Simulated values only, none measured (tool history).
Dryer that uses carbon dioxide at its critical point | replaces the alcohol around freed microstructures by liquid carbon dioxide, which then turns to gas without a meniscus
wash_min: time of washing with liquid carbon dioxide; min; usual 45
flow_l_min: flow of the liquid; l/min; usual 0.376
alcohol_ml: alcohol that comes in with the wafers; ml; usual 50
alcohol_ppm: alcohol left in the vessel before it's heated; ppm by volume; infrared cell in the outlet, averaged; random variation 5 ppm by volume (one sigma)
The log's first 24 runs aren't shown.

{"run": 25, "day": 44.7, "wash_min": 45, "flow_l_min": 0.376, "alcohol_ml": 50, "alcohol_ppm": 90}
{"run": 26, "day": 46.254, "wash_min": 45, "flow_l_min": 0.385, "alcohol_ml": 50, "alcohol_ppm": 95}
{"run": 27, "day": 47.729, "wash_min": 45, "flow_l_min": 0.328, "alcohol_ml": 24, "alcohol_ppm": 98}
{"day": 48.858, "done": "purifier's bed changed"}
{"run": 28, "day": 49.504, "wash_min": 56, "flow_l_min": 0.468, "alcohol_ml": 24, "alcohol_ppm": 0}
{"run": 29, "day": 51.821, "wash_min": 56, "flow_l_min": 0.238, "alcohol_ml": 28, "alcohol_ppm": 88}
{"run": 30, "day": 53.492, "wash_min": 56, "flow_l_min": 0.394, "alcohol_ml": 39, "alcohol_ppm": 15}
{"run": 31, "day": 55.45, "wash_min": 68, "flow_l_min": 0.354, "alcohol_ml": 60, "alcohol_ppm": 14}
{"run": 32, "day": 56.908, "wash_min": 46, "flow_l_min": 0.366, "alcohol_ml": 76, "alcohol_ppm": 66}
{"run": 33, "day": 59.296, "wash_min": 46, "flow_l_min": 0.366, "alcohol_ml": 76, "alcohol_ppm": 77}
{"run": 34, "day": 60.638, "wash_min": 46, "flow_l_min": 0.366, "alcohol_ml": 76, "alcohol_ppm": 87}
{"run": 35, "day": 61.829, "wash_min": 46, "flow_l_min": 0.366, "alcohol_ml": 76, "alcohol_ppm": 84}
{"run": 36, "day": 63.379, "wash_min": 47, "flow_l_min": 0.384, "alcohol_ml": 69, "alcohol_ppm": 65}
{"run": 37, "day": 65.25, "wash_min": 67, "flow_l_min": 0.384, "alcohol_ml": 32, "alcohol_ppm": 21}
{"run": 38, "day": 66.3, "wash_min": 41, "flow_l_min": 0.376, "alcohol_ml": 21, "alcohol_ppm": 61}
{"run": 39, "day": 67.9, "wash_min": 54, "flow_l_min": 0.319, "alcohol_ml": 50, "alcohol_ppm": 76}
{"run": 40, "day": 69.096, "wash_min": 54, "flow_l_min": 0.319, "alcohol_ml": 50, "alcohol_ppm": 80}
{"run": 41, "day": 70.962, "wash_min": 54, "flow_l_min": 0.319, "alcohol_ml": 50, "alcohol_ppm": 84}
{"run": 42, "day": 72.921, "wash_min": 66, "flow_l_min": 0.376, "alcohol_ml": 50, "alcohol_ppm": 42}
{"run": 43, "day": 74.779, "wash_min": 64, "flow_l_min": 0.376, "alcohol_ml": 109, "alcohol_ppm": 48}
{"run": 44, "day": 76.021, "wash_min": 64, "flow_l_min": 0.376, "alcohol_ml": 109, "alcohol_ppm": 64}
{"day": 77.65, "done": "inlet filter changed"}
{"run": 45, "day": 77.65, "wash_min": 34, "flow_l_min": 0.319, "alcohol_ml": 50, "alcohol_ppm": 303}
{"run": 46, "day": 79.912, "wash_min": 54, "flow_l_min": 0.589, "alcohol_ml": 31, "alcohol_ppm": 38}
{"run": 47, "day": 82.333, "wash_min": 54, "flow_l_min": 0.243, "alcohol_ml": 31, "alcohol_ppm": 123}

3 ways to go on from here, each from the tool as it stands after run 47. What would each give?
{"run": "A", "day": 83.525, "wash_min": 62, "flow_l_min": 0.376, "alcohol_ml": 83, "alcohol_ppm": "?"}
{"run": "B", "day": 83.525, "wash_min": 59, "flow_l_min": 0.243, "alcohol_ml": 31, "alcohol_ppm": "?"}
{"run": "C", "day": 83.525, "wash_min": 52, "flow_l_min": 0.573, "alcohol_ml": 50, "alcohol_ppm": "?"}

run=A alcohol_ppm=44
run=B alcohol_ppm=97
run=C alcohol_ppm=40
Without the tool's hidden state the same runs would have given:
run=A alcohol_ppm=3
run=B alcohol_ppm=50
run=C alcohol_ppm=0

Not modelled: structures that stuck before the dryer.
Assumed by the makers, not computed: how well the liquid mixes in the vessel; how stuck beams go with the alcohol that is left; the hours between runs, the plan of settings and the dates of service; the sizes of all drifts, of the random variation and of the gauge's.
